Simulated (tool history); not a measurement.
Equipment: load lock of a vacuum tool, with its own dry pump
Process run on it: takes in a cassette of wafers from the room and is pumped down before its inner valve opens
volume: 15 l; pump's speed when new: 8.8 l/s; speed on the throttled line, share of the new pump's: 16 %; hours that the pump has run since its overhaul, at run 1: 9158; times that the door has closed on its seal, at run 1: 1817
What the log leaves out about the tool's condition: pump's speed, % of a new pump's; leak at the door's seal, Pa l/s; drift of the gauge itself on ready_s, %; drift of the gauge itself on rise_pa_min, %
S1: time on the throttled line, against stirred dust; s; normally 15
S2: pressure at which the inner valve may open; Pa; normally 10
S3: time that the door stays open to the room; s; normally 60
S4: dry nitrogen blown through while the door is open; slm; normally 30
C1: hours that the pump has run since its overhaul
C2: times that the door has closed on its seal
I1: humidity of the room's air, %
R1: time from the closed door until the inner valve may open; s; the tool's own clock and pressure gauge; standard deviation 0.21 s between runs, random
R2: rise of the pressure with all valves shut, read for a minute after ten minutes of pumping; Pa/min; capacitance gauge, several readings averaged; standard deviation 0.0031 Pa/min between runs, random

Run 1, hour 0.0: usual settings; C1 9158; C2 1817; I1 42.3. Result: R1 29.3 s, R2 0.077 Pa/min.
Run 2, hour 71.2: usual settings; C1 9229; C2 1937; I1 43.8. Result: R1 29.0 s, R2 0.075 Pa/min.
Run 3, hour 158.7: usual settings; C1 9317; C2 2084; I1 43.1. Result: R1 29.6 s, R2 0.074 Pa/min.
Run 4, hour 224.4: usual settings; C1 9382; C2 2195; I1 45.6. Result: R1 29.5 s, R2 0.082 Pa/min.
Run 5, hour 317.6: usual settings; C1 9476; C2 2352; I1 48.0. Result: R1 29.5 s, R2 0.082 Pa/min.
Run 6, hour 377.5: usual settings; C1 9536; C2 2453; I1 44.8. Result: R1 29.6 s, R2 0.080 Pa/min.
Run 7, hour 456.1: usual settings; C1 9614; C2 2585; I1 42.3. Result: R1 29.1 s, R2 0.078 Pa/min.
Run 8, hour 512.0: usual settings; C1 9670; C2 2679; I1 50.0. Result: R1 29.4 s, R2 0.093 Pa/min.
Run 9, hour 561.6: usual settings but S3 188 s, S4 36 slm; C1 9720; C2 2762; I1 46.5. Result: R1 29.4 s, R2 0.123 Pa/min.
Run 10, hour 600.8: usual settings but S2 13 Pa, S3 188 s, S4 36 slm; C1 9759; C2 2828; I1 40.4. Result: R1 28.9 s, R2 0.100 Pa/min.
Run 11, hour 650.4: usual settings but S2 13 Pa, S3 188 s, S4 36 slm; C1 9808; C2 2912; I1 45.8. Result: R1 28.7 s, R2 0.113 Pa/min.

Predict each of these 4 candidate next runs independently; none follows another, all start after run 11:
Run A, hour 719.2: usual settings but S2 8 Pa, S3 80 s, S4 18 slm; C1 9877; C2 3027; I1 45.6. Result: R1 ?, R2 ?.
Run B, hour 719.2: usual settings but S2 8 Pa; C1 9877; C2 3027; I1 44.6. Result: R1 ?, R2 ?.
Run C, hour 719.2: usual settings but S2 13 Pa, S3 53 s, S4 36 slm; C1 9877; C2 3027; I1 45.3. Result: R1 ?, R2 ?.
Run D, hour 719.2: usual settings but S1 20 s, S2 13 Pa, S3 188 s, S4 36 slm; C1 9877; C2 3027; I1 44.8. Result: R1 ?, R2 ?.

run    R1     R2
  A  29.6  0.111
  B  29.7  0.079
  C  28.8  0.075
  D  33.1  0.109
Had the tool no hidden state, the same runs would have come out as:
run    R1     R2
  A  28.6  0.093
  B  28.7  0.061
  C  27.9  0.056
  D  32.3  0.091
